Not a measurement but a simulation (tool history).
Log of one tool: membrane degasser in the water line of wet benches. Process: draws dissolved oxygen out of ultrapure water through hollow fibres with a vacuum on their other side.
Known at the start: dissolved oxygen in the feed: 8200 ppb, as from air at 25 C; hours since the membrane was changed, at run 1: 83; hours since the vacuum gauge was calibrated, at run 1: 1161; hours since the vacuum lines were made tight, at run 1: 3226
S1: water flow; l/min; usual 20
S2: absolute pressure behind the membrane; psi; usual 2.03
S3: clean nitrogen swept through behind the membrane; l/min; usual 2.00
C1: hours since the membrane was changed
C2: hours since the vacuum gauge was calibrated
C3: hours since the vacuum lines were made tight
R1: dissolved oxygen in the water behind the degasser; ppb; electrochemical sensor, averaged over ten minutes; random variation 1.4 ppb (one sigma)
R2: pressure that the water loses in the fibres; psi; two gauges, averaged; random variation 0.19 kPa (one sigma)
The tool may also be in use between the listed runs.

| run | hour | S1 | S2 | S3 | C1 | C2 | C3 | R1 | R2 |
|---|---|---|---|---|---|---|---|---|---|
| 1 | 0.0 | 20 | 2.03 | 2.00 | 83 | 1161 | 3226 | 255.7 | 5.417 |
| 2 | 196.2 | 20 | 2.03 | 2.00 | 280 | 1357 | 3423 | 254.6 | 5.427 |
| 3 | 356.4 | 20 | 2.03 | 2.00 | 440 | 1517 | 3583 | 256.1 | 5.375 |
| 4 | 505.3 | 20 | 2.03 | 2.00 | 589 | 1666 | 3732 | 256.3 | 5.395 |
| 5 | 613.0 | 20 | 2.03 | 2.00 | 697 | 1774 | 3839 | 256.6 | 5.413 |
| 6 | 778.2 | 20 | 2.03 | 1.80 | 862 | 1939 | 4005 | 282.0 | 5.382 |
| 7 | 960.7 | 20 | 2.03 | 1.80 | 1044 | 2121 | 4187 | 280.3 | 5.436 |
| 8 | 1092.3 | 20 | 2.03 | 1.80 | 1176 | 2253 | 4319 | 282.1 | 5.388 |
| 9 | 1233.2 | 20 | 2.03 | 1.80 | 1317 | 2394 | 4460 | 279.6 | 5.371 |
| 10 | 1325.3 | 20 | 2.03 | 4.09 | 1409 | 2486 | 4552 | 134.7 | 5.372 |
| 11 | 1520.3 | 20 | 2.03 | 4.09 | 1604 | 2681 | 4747 | 134.5 | 5.404 |
| 12 | 1667.8 | 20 | 2.03 | 4.09 | 1751 | 2829 | 4894 | 134.8 | 5.432 |
| 13 | 1857.6 | 20 | 2.03 | 4.09 | 1941 | 3018 | 5084 | 133.8 | 5.442 |
| 14 | 2012.5 | 20 | 2.03 | 4.09 | 2096 | 3173 | 5239 | 133.2 | 5.426 |
| 15 | 2147.6 | 20 | 2.03 | 4.09 | 2231 | 3308 | 5374 | 135.1 | 5.407 |
| 16 | 2332.0 | 20 | 2.03 | 4.09 | 2415 | 3493 | 5558 | 135.2 | 5.440 |
| 17 | 2444.7 | 20 | 2.03 | 4.09 | 2528 | 3605 | 5671 | 134.2 | 5.391 |
| 18 | 2596.9 | 20 | 2.03 | 4.09 | 2680 | 3758 | 5823 | 133.7 | 5.445 |
| 19 | 2767.1 | 20 | 2.03 | 4.09 | 2851 | 3928 | 5993 | 135.4 | 5.379 |
| 20 | 2945.5 | 30 | 2.03 | 1.39 | 3029 | 4106 | 6172 | 536.0 | 8.119 |
| 21 | 3086.3 | 20 | 2.03 | 2.25 | 3170 | 4247 | 6313 | 230.5 | 5.382 |
| 22 | 3172.0 | 20 | 4.79 | 3.83 | 3255 | 4333 | 6398 | 371.0 | 5.423 |
| 23 | 3346.4 | 20 | 2.23 | 2.00 | 3430 | 4507 | 6573 | 287.8 | 5.384 |
| 24 | 3433.5 | 19 | 1.90 | 2.00 | 3517 | 4594 | 6660 | 223.4 | 5.124 |
| 25 | 3567.7 | 18 | 1.81 | 5.92 | 3651 | 4728 | 6794 | 73.0 | 4.863 |
| 26 | 3733.7 | 20 | 2.03 | 4.04 | 3817 | 4894 | 6960 | 136.1 | 5.423 |
| 27 | 3873.9 | 20 | 2.03 | 1.23 | 3957 | 5035 | 7100 | 389.4 | 5.448 |
| 28 | 3982.6 | 14 | 1.28 | 5.83 | 4066 | 5143 | 7209 | 34.0 | 3.800 |
|  | 4103.3 | seals of the vacuum lines changed |
| 29 | 4164.6 | 14 | 2.20 | 0.98 | 4246 | 5323 | 61 | 380.1 | 3.784 |
| 30 | 4252.5 | 19 | 1.73 | 2.79 | 4334 | 5411 | 149 | 147.2 | 5.166 |
| 31 | 4417.2 | 19 | 1.73 | 2.79 | 4499 | 5576 | 314 | 146.2 | 5.176 |

Hidden state at the last listed run before each entry between runs and at the first one after, where it differs:
Between runs 28 and 29: seals of the vacuum lines changed (hour 4103.3)
  air that leaks in behind the membrane, l/min: 0.0022 -> 0.002

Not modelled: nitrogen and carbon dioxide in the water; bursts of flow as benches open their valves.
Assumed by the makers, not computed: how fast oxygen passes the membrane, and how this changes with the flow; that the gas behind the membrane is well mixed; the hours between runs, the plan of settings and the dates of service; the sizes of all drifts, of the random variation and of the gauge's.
